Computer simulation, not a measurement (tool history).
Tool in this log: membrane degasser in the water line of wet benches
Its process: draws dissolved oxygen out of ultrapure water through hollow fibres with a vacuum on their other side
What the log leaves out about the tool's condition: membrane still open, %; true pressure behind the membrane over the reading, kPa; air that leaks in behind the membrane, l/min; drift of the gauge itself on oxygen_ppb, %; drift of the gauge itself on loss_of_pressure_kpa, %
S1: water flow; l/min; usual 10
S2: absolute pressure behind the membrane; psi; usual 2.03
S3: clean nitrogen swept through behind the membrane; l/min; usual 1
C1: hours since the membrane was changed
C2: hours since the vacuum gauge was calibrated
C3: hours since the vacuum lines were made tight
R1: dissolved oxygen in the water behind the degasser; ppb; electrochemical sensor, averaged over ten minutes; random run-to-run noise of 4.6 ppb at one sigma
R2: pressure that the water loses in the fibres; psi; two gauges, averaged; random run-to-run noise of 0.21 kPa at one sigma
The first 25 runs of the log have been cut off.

run      day  S1    S2    S3    C1    C2    C3      R1     R2
 26   84.004  13  1.33   2.7  3836  5076  3099   426.8  9.065
 27   88.538  10  4.32  0.44  3945  5185  3208  1298.7  7.014
 28   91.004  10  4.67   1.6  4004  5244  3267   618.9  7.027
      92.696  -- gauge calibrated
 29   94.792  10  2.83   1.1  4095  5335  3358   548.7  7.126
 30   98.488   9  1.62  1.59  4184  5423  3446   286.4  6.424
 31  100.954   7  3.99  0.76  4243  5483  3506   581.9  4.999
 32  103.429   7  3.99  0.76  4302  5542  3565   594.3  4.997
 33  107.912  10  4.55  2.63  4410  5649  3673     471  7.156

Branching from run 33: 3 alternative next runs. What would each branch give?
  A  111.483  10  3.42   1  4495  5735  3758   ?   ?
  B  111.483   6  2.03   1  4495  5735  3758   ?   ?
  C  111.483  10  1.67   1  4495  5735  3758   ?   ?

run     R1     R2
  A  661.3  7.073
  B  215.3  4.267
  C  405.3  7.142
Had the tool no hidden state, the same runs would have come out as:
run     R1     R2
  A    661  7.104
  B  215.2  4.286
  C  405.1  7.174
